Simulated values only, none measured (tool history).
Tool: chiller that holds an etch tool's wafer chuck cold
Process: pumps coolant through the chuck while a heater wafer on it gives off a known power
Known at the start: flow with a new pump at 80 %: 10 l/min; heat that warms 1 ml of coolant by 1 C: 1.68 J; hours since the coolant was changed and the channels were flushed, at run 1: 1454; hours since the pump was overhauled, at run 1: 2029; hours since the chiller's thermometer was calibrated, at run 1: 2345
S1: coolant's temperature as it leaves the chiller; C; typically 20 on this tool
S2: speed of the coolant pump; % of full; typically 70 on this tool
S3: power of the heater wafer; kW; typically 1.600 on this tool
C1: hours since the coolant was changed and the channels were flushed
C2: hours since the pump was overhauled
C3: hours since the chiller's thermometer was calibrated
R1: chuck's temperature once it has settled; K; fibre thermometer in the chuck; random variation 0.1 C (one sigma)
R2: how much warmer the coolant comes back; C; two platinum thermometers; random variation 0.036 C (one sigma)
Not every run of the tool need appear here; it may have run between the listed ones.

run,hour,S1,S2,S3,C1,C2,C3,R1,R2
1,0.0,20,70,1.600,1454,2029,2345,307.25,6.50
2,51.2,20,70,1.600,1505,2080,2396,307.45,6.49
3,90.5,20,75,1.600,1545,2120,2436,306.65,6.10
4,125.1,20,70,1.022,1579,2154,2470,302.25,4.17
5,173.2,20,70,1.022,1627,2202,2518,302.15,4.10
6,244.7,20,70,1.022,1699,2274,2590,302.25,4.08
7,284.6,20,70,1.022,1739,2314,2630,302.25,4.17
8,326.7,20,70,1.022,1781,2356,2672,302.35,4.16
9,378.1,20,70,1.600,1832,2407,2723,307.05,6.45
10,453.1,20,70,1.600,1907,2482,2798,307.55,6.44
11,498.1,13,70,1.600,1952,2527,2843,300.65,6.46
12,540.3,20,71,1.600,1994,2569,2885,307.25,6.34
13,616.4,20,71,1.600,2070,2646,2961,307.15,6.32
14,652.3,20,70,1.128,2106,2681,2997,303.35,4.52
15,725.0,20,70,0.972,2179,2754,3070,301.75,3.84
16,781.3,20,70,0.972,2235,2810,3126,301.75,3.85
17,827.6,12,91,1.600,2282,2857,3173,296.45,4.86
18,897.4,16,92,1.600,2352,2927,3242,300.45,4.85
19,947.6,29,70,2.069,2402,2977,3293,320.75,8.32
20,982.4,13,82,1.600,2436,3011,3327,298.55,5.38
21,1049.8,13,82,1.600,2504,3079,3395,298.35,5.35
22,1087.3,13,82,1.600,2541,3116,3432,298.65,5.42
23,1165.0,13,71,0.829,2619,3194,3510,293.25,3.17
24,1220.6,20,70,1.901,2675,3250,3566,310.05,7.61
# hour 1277.4: chiller's thermometer calibrated
25,1295.1,20,70,1.901,2748,3323,18,310.15,7.52
26,1334.4,11,67,1.518,2787,3362,57,298.35,6.21
27,1408.2,11,67,1.518,2861,3436,131,298.15,6.21
28,1447.3,16,76,1.600,2900,3475,170,302.55,5.79
29,1487.8,19,73,1.600,2941,3516,210,305.85,5.93
30,1536.3,19,81,1.518,2989,3564,259,303.95,5.09
31,1603.9,19,96,1.011,3057,3632,326,298.95,2.69

Some steps in R2, run to run, broken into two amounts with sign: the step expected even without the hidden condition (settings, incoming material, random variation), and the rest, left for the hidden condition together with whatever gauge scatter is not in both the measured and the hidden-condition-free result:
The hidden state here: heat passed by the chuck's channels, % of clean ones'; flow at a given pump speed, % of a new pump's; coolant's true temperature over the reading, C; drift of the gauge itself on chuck_c, C; drift of the gauge itself on warmer_back_c, C.
Run 3 -> 4: S2 75 -> 70, S3 1.600 -> 1.022. R2 -1.93 C: hidden state -0.02, all else -1.91.
Run 12 -> 13: no setting touched and nothing written in the log between the runs. R2 -0.02 C: hidden state -0.02, all else +0.00.
Run 18 -> 19: S1 16 -> 29, S2 92 -> 70, S3 1.600 -> 2.069. R2 +3.47 C: hidden state -0.01, all else +3.48.
Run 19 -> 20: S1 29 -> 13, S2 70 -> 82, S3 2.069 -> 1.600. R2 -2.94 C: hidden state -0.01, all else -2.93.
Run 23 -> 24: S1 13 -> 20, S2 71 -> 70, S3 0.829 -> 1.901. R2 +4.44 C: hidden state -0.01, all else +4.45.
Run 26 -> 27: no setting touched and nothing written in the log between the runs. R2 +0.00 C: hidden state -0.02, all else +0.02.
